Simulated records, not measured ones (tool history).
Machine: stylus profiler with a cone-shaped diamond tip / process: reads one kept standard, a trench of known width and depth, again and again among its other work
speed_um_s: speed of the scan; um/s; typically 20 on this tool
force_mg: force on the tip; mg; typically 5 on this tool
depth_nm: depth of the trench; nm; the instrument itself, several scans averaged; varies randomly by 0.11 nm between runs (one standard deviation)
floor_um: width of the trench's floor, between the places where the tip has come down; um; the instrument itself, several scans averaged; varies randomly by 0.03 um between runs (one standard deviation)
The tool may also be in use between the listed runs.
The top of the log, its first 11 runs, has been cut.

Run 12, hour 415.1: usual settings but speed_um_s 5 um/s. Result: depth_nm 203.62 nm, floor_um 47.22 um.
Run 13, hour 461: usual settings but speed_um_s 6 um/s. Result: depth_nm 203.5 nm, floor_um 47.21 um.
Run 14, hour 509: usual settings but force_mg 9.39 mg. Result: depth_nm 205.67 nm, floor_um 47.18 um.
Run 15, hour 546.3: usual settings. Result: depth_nm 203.51 nm, floor_um 47.12 um.
Run 16, hour 578.3: usual settings. Result: depth_nm 203.51 nm, floor_um 47.14 um.
Run 17, hour 603.5: usual settings but speed_um_s 51 um/s, force_mg 7.91 mg. Result: depth_nm 205.04 nm, floor_um 47.11 um.
Run 18, hour 640.1: usual settings but speed_um_s 44 um/s, force_mg 8.7 mg. Result: depth_nm 205.28 nm, floor_um 47.12 um.
Run 19, hour 664: usual settings but speed_um_s 7 um/s, force_mg 12.08 mg. Result: depth_nm 206.79 nm, floor_um 47.18 um.
Run 20, hour 699.8: usual settings but speed_um_s 9 um/s, force_mg 6.57 mg. Result: depth_nm 204.63 nm, floor_um 47.15 um.
Run 21, hour 748.8: usual settings but speed_um_s 15 um/s, force_mg 9.83 mg. Result: depth_nm 205.87 nm, floor_um 47.16 um.
Run 22, hour 780.9: usual settings but speed_um_s 15 um/s, force_mg 9.83 mg. Result: depth_nm 205.77 nm, floor_um 47.15 um.
Run 23, hour 818.3: usual settings but speed_um_s 79 um/s, force_mg 5.21 mg. Result: depth_nm 203.73 nm, floor_um 47.04 um.
Run 24, hour 846.6: usual settings but speed_um_s 79 um/s, force_mg 5.21 mg. Result: depth_nm 203.64 nm, floor_um 47.02 um.
Run 25, hour 877.4: usual settings but speed_um_s 63 um/s, force_mg 7.95 mg. Result: depth_nm 204.75 nm, floor_um 47.16 um.
Run 26, hour 926.1: usual settings but speed_um_s 41 um/s, force_mg 9.03 mg. Result: depth_nm 205.41 nm, floor_um 47.13 um.
Run 27, hour 946.9: usual settings but speed_um_s 7 um/s, force_mg 7.5 mg. Result: depth_nm 204.94 nm, floor_um 47.22 um.
Run 28, hour 974.7: usual settings but speed_um_s 11 um/s, force_mg 11.17 mg. Result: depth_nm 206.24 nm, floor_um 47.2 um.
Run 29, hour 1023.4: usual settings but speed_um_s 51 um/s, force_mg 3.12 mg. Result: depth_nm 202.59 nm, floor_um 47.04 um.

Run 30 has not been measured yet. What should we expect?
Run 30, hour 1066.4: usual settings but speed_um_s 17 um/s, force_mg 3.12 mg. Result: depth_nm ?, floor_um ?.

depth_nm: 202.77 nm
floor_um: 47.06 um
Were there no unlogged condition in the tool, this run, its random variation unchanged, would have produced depth_nm 202.76 nm, floor_um 47.07 um.

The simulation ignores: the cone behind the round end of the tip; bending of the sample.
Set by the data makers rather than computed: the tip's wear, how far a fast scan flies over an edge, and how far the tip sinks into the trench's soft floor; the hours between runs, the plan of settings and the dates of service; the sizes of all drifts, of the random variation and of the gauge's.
